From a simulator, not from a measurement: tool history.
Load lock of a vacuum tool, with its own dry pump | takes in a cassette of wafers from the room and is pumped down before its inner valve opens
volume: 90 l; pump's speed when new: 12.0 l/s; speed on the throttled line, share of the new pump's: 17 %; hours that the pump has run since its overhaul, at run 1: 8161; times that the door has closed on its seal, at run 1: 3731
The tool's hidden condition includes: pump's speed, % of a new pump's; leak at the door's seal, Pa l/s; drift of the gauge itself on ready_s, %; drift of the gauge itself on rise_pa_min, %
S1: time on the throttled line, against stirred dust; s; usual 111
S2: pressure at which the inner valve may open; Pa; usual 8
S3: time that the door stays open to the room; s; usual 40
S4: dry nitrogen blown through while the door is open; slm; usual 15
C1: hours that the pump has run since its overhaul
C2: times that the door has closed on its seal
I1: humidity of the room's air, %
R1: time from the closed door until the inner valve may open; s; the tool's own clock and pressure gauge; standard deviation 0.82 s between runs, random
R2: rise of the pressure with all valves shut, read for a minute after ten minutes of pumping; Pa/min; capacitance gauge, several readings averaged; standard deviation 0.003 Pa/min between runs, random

run 1 hour=0 | S1=111 S2=8 S3=40 S4=15 | C1=8161 C2=3731 | I1=46.4 | R1=167.8 R2=0.042
run 2 hour=74.5 | S1=111 S2=8 S3=100 S4=15 | C1=8236 C2=3949 | I1=43.1 | R1=169.5 R2=0.047
run 3 hour=157.1 | S1=111 S2=8 S3=100 S4=15 | C1=8319 C2=4191 | I1=45.5 | R1=167.7 R2=0.057
run 4 hour=215.8 | S1=111 S2=8 S3=100 S4=15 | C1=8377 C2=4363 | I1=46.6 | R1=168.9 R2=0.056
run 5 hour=259.8 | S1=111 S2=8 S3=40 S4=37 | C1=8421 C2=4492 | I1=45.3 | R1=169.1 R2=0.026
run 6 hour=305.2 | S1=111 S2=8 S3=40 S4=37 | C1=8467 C2=4625 | I1=45.5 | R1=169.9 R2=0.022
run 7 hour=386 | S1=111 S2=8 S3=40 S4=5 | C1=8547 C2=4861 | I1=42.2 | R1=169.4 R2=0.047
run 8 hour=454.6 | S1=111 S2=8 S3=40 S4=15 | C1=8616 C2=5062 | I1=48.6 | R1=168.9 R2=0.044
run 9 hour=542.3 | S1=111 S2=8 S3=40 S4=15 | C1=8704 C2=5319 | I1=46.3 | R1=170.5 R2=0.042
run 10 hour=607.2 | S1=111 S2=8 S3=40 S4=15 | C1=8769 C2=5509 | I1=46.7 | R1=169.3 R2=0.041
run 11 hour=660.7 | S1=111 S2=8 S3=40 S4=15 | C1=8822 C2=5666 | I1=47.1 | R1=167.4 R2=0.04
run 12 hour=711.1 | S1=195 S2=9 S3=40 S4=15 | C1=8873 C2=5814 | I1=46.1 | R1=236.3 R2=0.038
run 13 hour=766.5 | S1=195 S2=9 S3=40 S4=15 | C1=8928 C2=5976 | I1=45.4 | R1=236.8 R2=0.043
run 14 hour=838.9 | S1=111 S2=8 S3=40 S4=18 | C1=9000 C2=6188 | I1=45 | R1=170.2 R2=0.039
run 15 hour=908.7 | S1=169 S2=6 S3=75 S4=8 | C1=9070 C2=6392 | I1=45.6 | R1=218.4 R2=0.061
run 16 hour=991.2 | S1=94 S2=8 S3=147 S4=21 | C1=9153 C2=6634 | I1=45 | R1=155.2 R2=0.06
run 17 hour=1045 | S1=107 S2=8 S3=147 S4=21 | C1=9206 C2=6792 | I1=47 | R1=164.7 R2=0.063
run 18 hour=1082.9 | S1=164 S2=6 S3=113 S4=8 | C1=9244 C2=6902 | I1=49.6 | R1=213.9 R2=0.077
run 19 hour=1134.7 | S1=164 S2=6 S3=113 S4=8 | C1=9296 C2=7054 | I1=39.7 | R1=216.5 R2=0.062
run 20 hour=1196.5 | S1=201 S2=8 S3=40 S4=15 | C1=9358 C2=7235 | I1=41.8 | R1=240.8 R2=0.04
-- hour=1283.1 dry pump taken out, an overhauled one fitted
run 21 hour=1283.1 | S1=201 S2=8 S3=40 S4=15 | C1=0 C2=7471 | I1=47.5 | R1=237.6 R2=0.041

Alternative continuations, all from the tool just after run 21; predict every row:
run A hour=1346.4 | S1=123 S2=8 S3=40 S4=9 | C1=63 C2=7657 | I1=47 | R1=? R2=?
run B hour=1346.4 | S1=201 S2=13 S3=97 S4=18 | C1=63 C2=7657 | I1=46.8 | R1=? R2=?
run C hour=1346.4 | S1=201 S2=8 S3=205 S4=40 | C1=63 C2=7657 | I1=43.4 | R1=? R2=?
run D hour=1346.4 | S1=111 S2=8 S3=40 S4=15 | C1=63 C2=7657 | I1=39.8 | R1=? R2=?

run=A R1=172.7 R2=0.052
run=B R1=235.4 R2=0.049
run=C R1=238.4 R2=0.047
run=D R1=162.2 R2=0.044
Had the tool no hidden state, the same runs would have come out as:
run=A R1=172.9 R2=0.046
run=B R1=235.5 R2=0.043
run=C R1=238.5 R2=0.042
run=D R1=162.4 R2=0.038

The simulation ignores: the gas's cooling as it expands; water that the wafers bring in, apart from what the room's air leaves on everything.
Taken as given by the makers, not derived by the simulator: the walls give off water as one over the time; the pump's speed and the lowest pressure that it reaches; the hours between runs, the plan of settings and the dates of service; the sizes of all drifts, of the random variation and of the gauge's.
